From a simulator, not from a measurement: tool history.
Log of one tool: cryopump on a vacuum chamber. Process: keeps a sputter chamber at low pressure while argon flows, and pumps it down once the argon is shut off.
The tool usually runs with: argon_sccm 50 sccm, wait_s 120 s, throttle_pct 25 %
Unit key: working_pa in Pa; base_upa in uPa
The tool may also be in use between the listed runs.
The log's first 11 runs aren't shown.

run	hour	argon_sccm	wait_s	throttle_pct	hours of work since the pump was warmed up and emptied	hours of work since the cold head was overhauled	hours of work since the chamber's fittings were tightened	working_pa	base_upa
12	795.5	50	120	25	113	1073	632	0.262	0.79
13	896.5	50	120	25	167	1127	687	0.2651	0.8
14	995.8	50	120	25	221	1181	740	0.2654	0.85
15	1057.1	50	120	59	254	1214	773	0.1145	0.88
16	1137.8	50	120	54	297	1257	817	0.127	0.87
17	1201.3	50	120	54	332	1292	851	0.1259	0.89
18	1296.9	50	176	43	383	1343	903	0.1588	0.86
19	1364.6	31	110	59	420	1380	939	0.0743	1.03
20	1406.1	21	100	20	442	1402	962	0.14	1
21	1486.2	50	69	15	485	1445	1005	0.4407	1.22
22	1573.1	50	69	15	532	1492	1052	0.4435	1.26
23	1622	33	198	49	559	1519	1078	0.0967	0.87
24	1672.9	70	88	49	586	1546	1105	0.2039	1.17
25	1716.6	42	138	27	610	1570	1129	0.2121	1.04
26	1814.7	70	21	33	662	1623	1182	0.2984	2.54
27	1897.9	50	180	40	707	1667	1227	0.1799	1.06
28	1994.7	61	242	20	760	1720	1279	0.4179	1.04
29	2065.2	50	48	25	798	1758	1317	0.2786	1.67
30	2135.1	50	23	32	835	1795	1355	0.2237	2.58
31	2228.1	64	226	38	885	1845	1405	0.248	1.14
32	2306	64	226	38	927	1887	1447	0.2483	1.16
# hour 2370.6: pump warmed up, emptied and cooled again
33	2393	24	201	24	12	1932	1491	0.131	0.98

Branching from run 33: 3 alternative next runs. What would each branch give?
A	2487.6	23	32	52	63	1983	1542	?	?
B	2487.6	24	201	25	63	1983	1542	?	?
C	2487.6	24	48	32	63	1983	1542	?	?

run	working_pa	base_upa
A	0.0592	1.92
B	0.1257	1
C	0.0983	1.57
Without the tool's hidden state the same runs would have given:
run	working_pa	base_upa
A	0.0579	1.34
B	0.1244	0.42
C	0.097	0.99
